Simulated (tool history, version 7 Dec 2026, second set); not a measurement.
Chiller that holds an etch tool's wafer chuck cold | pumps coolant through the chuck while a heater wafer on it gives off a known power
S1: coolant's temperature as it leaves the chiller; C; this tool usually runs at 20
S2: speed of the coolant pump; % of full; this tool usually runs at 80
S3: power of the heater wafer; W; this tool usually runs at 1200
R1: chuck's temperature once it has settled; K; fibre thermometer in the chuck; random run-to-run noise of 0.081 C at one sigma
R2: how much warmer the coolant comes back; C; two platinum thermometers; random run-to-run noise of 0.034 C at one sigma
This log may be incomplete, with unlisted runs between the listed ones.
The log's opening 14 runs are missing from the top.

run 15 day=67.975 | S1=15 S2=80 S3=1200 | R1=300.35 R2=6.87
run 16 day=72.279 | S1=20 S2=68 S3=1200 | R1=306.72 R2=8.24
run 17 day=76.7 | S1=10 S2=74 S3=795 | R1=291.51 R2=4.96
run 18 day=81.804 | S1=10 S2=74 S3=795 | R1=291.54 R2=5.03
run 19 day=87.808 | S1=21 S2=77 S3=619 | R1=300.48 R2=3.75
-- day=90.538 coolant pump overhauled
run 20 day=93.604 | S1=21 S2=77 S3=619 | R1=299.59 R2=3.02
run 21 day=97.1 | S1=27 S2=77 S3=1099 | R1=310.28 R2=5.43
run 22 day=102.629 | S1=18 S2=78 S3=737 | R1=297.66 R2=3.53
run 23 day=105.875 | S1=18 S2=78 S3=737 | R1=297.76 R2=3.57
run 24 day=109.408 | S1=14 S2=78 S3=737 | R1=293.62 R2=3.58
run 25 day=114.5 | S1=14 S2=78 S3=737 | R1=293.65 R2=3.67
run 26 day=118.929 | S1=14 S2=78 S3=737 | R1=293.49 R2=3.52
run 27 day=121.604 | S1=20 S2=94 S3=1517 | R1=305.64 R2=6.05
run 28 day=124.854 | S1=22 S2=65 S3=1517 | R1=311.24 R2=9.18
run 29 day=130.046 | S1=24 S2=95 S3=615 | R1=301.82 R2=2.4
run 30 day=132.954 | S1=25 S2=80 S3=1200 | R1=309.11 R2=5.79
-- day=135.804 chiller's thermometer calibrated
run 31 day=136.65 | S1=30 S2=80 S3=627 | R1=309.15 R2=3.01
run 32 day=140.617 | S1=25 S2=77 S3=811 | R1=306.37 R2=4.01

Forecast each of these 3 alternatives for the next run:
run A day=145.896 | S1=15 S2=97 S3=851 | R1=? R2=?
run B day=145.896 | S1=16 S2=69 S3=695 | R1=? R2=?
run C day=145.896 | S1=20 S2=72 S3=1738 | R1=? R2=?

run=A R1=295.55 R2=3.36
run=B R1=296.56 R2=3.95
run=C R1=311.35 R2=9.43
With the hidden condition removed and each run's random variation left untouched, the same runs would have given:
run=A R1=295.09 R2=3.22
run=B R1=296.12 R2=3.79
run=C R1=310.12 R2=9.05

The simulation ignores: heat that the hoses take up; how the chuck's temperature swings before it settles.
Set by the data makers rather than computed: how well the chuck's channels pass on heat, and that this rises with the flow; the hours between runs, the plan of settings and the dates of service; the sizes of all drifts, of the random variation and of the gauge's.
